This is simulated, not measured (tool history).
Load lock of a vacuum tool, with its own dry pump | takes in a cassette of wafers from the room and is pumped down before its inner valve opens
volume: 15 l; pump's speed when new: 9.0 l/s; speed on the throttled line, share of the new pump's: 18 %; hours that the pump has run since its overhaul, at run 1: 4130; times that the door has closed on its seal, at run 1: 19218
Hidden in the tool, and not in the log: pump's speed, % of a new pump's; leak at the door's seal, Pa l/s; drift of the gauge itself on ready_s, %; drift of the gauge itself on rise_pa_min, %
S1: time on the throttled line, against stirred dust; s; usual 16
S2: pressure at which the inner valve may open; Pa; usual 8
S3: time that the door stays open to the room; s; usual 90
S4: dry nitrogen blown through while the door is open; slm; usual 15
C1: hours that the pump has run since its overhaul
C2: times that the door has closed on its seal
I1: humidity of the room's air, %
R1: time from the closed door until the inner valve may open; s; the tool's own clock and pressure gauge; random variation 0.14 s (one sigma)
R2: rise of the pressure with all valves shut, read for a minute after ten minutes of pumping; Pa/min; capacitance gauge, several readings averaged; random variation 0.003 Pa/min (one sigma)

{"run": 1, "hour": 0.0, "S1": 16, "S2": 8, "S3": 90, "S4": 15, "C1": 4130, "C2": 19218, "I1": 44.8, "R1": 29.7, "R2": 0.21}
{"run": 2, "hour": 121.4, "S1": 16, "S2": 8, "S3": 90, "S4": 15, "C1": 4251, "C2": 19591, "I1": 48.4, "R1": 29.7, "R2": 0.21}
{"run": 3, "hour": 225.2, "S1": 16, "S2": 8, "S3": 90, "S4": 15, "C1": 4355, "C2": 19910, "I1": 46.3, "R1": 29.6, "R2": 0.219}
{"run": 4, "hour": 311.0, "S1": 16, "S2": 8, "S3": 90, "S4": 15, "C1": 4441, "C2": 20173, "I1": 43.7, "R1": 30, "R2": 0.22}
{"run": 5, "hour": 455.2, "S1": 16, "S2": 8, "S3": 90, "S4": 15, "C1": 4585, "C2": 20616, "I1": 42.5, "R1": 29.7, "R2": 0.231}
{"run": 6, "hour": 591.4, "S1": 16, "S2": 8, "S3": 90, "S4": 15, "C1": 4721, "C2": 21035, "I1": 43.3, "R1": 29.8, "R2": 0.228}
{"run": 7, "hour": 704.3, "S1": 16, "S2": 8, "S3": 90, "S4": 15, "C1": 4834, "C2": 21381, "I1": 48.5, "R1": 30, "R2": 0.242}
{"run": 8, "hour": 803.5, "S1": 16, "S2": 8, "S3": 90, "S4": 15, "C1": 4933, "C2": 21686, "I1": 47.8, "R1": 29.7, "R2": 0.235}
{"run": 9, "hour": 946.8, "S1": 16, "S2": 8, "S3": 90, "S4": 15, "C1": 5077, "C2": 22126, "I1": 48.9, "R1": 29.6, "R2": 0.245}
{"run": 10, "hour": 1021.6, "S1": 16, "S2": 8, "S3": 90, "S4": 15, "C1": 5151, "C2": 22356, "I1": 42.1, "R1": 29.7, "R2": 0.252}
{"run": 11, "hour": 1172.2, "S1": 24, "S2": 14, "S3": 26, "S4": 36, "C1": 5302, "C2": 22819, "I1": 43.8, "R1": 35.2, "R2": 0.229}
{"run": 12, "hour": 1253.1, "S1": 24, "S2": 14, "S3": 26, "S4": 22, "C1": 5383, "C2": 23067, "I1": 45, "R1": 35.2, "R2": 0.24}
{"run": 13, "hour": 1365.1, "S1": 14, "S2": 14, "S3": 213, "S4": 22, "C1": 5495, "C2": 23411, "I1": 43.9, "R1": 27.1, "R2": 0.262}
{"run": 14, "hour": 1453.6, "S1": 14, "S2": 14, "S3": 213, "S4": 22, "C1": 5583, "C2": 23683, "I1": 43.5, "R1": 27.3, "R2": 0.272}
{"run": 15, "hour": 1599.3, "S1": 16, "S2": 8, "S3": 90, "S4": 37, "C1": 5729, "C2": 24131, "I1": 47.3, "R1": 29.9, "R2": 0.253}
{"run": 16, "hour": 1702.3, "S1": 23, "S2": 8, "S3": 37, "S4": 15, "C1": 5832, "C2": 24447, "I1": 43.6, "R1": 35.8, "R2": 0.273}
{"run": 17, "hour": 1858.7, "S1": 23, "S2": 8, "S3": 37, "S4": 15, "C1": 5988, "C2": 24927, "I1": 43.1, "R1": 35.5, "R2": 0.266}
{"run": 18, "hour": 1966.2, "S1": 13, "S2": 12, "S3": 90, "S4": 15, "C1": 6096, "C2": 25258, "I1": 44.7, "R1": 26.8, "R2": 0.294}
{"run": 19, "hour": 2095.1, "S1": 11, "S2": 16, "S3": 66, "S4": 6, "C1": 6225, "C2": 25654, "I1": 46.1, "R1": 24.3, "R2": 0.318}
{"run": 20, "hour": 2161.0, "S1": 11, "S2": 16, "S3": 84, "S4": 7, "C1": 6291, "C2": 25856, "I1": 45.3, "R1": 24.3, "R2": 0.318}

5 ways to go on from here, each from the tool as it stands after run 20. What would each give?
{"run": "A", "hour": 2303.6, "S1": 9, "S2": 8, "S3": 90, "S4": 15, "C1": 6433, "C2": 26294, "I1": 45, "R1": "?", "R2": "?"}
{"run": "B", "hour": 2303.6, "S1": 19, "S2": 9, "S3": 90, "S4": 15, "C1": 6433, "C2": 26294, "I1": 42.4, "R1": "?", "R2": "?"}
{"run": "C", "hour": 2303.6, "S1": 20, "S2": 12, "S3": 84, "S4": 7, "C1": 6433, "C2": 26294, "I1": 42.1, "R1": "?", "R2": "?"}
{"run": "D", "hour": 2303.6, "S1": 12, "S2": 16, "S3": 84, "S4": 7, "C1": 6433, "C2": 26294, "I1": 44.2, "R1": "?", "R2": "?"}
{"run": "E", "hour": 2303.6, "S1": 31, "S2": 15, "S3": 104, "S4": 15, "C1": 6433, "C2": 26294, "I1": 42.7, "R1": "?", "R2": "?"}

run=A R1=24.6 R2=0.316
run=B R1=32.3 R2=0.305
run=C R1=32.3 R2=0.32
run=D R1=25.6 R2=0.329
run=E R1=40.9 R2=0.299
Without the tool's hidden state the same runs would have given:
run=A R1=23.5 R2=0.058
run=B R1=31.3 R2=0.05
run=C R1=31.4 R2=0.064
run=D R1=24.6 R2=0.072
run=E R1=40.2 R2=0.05

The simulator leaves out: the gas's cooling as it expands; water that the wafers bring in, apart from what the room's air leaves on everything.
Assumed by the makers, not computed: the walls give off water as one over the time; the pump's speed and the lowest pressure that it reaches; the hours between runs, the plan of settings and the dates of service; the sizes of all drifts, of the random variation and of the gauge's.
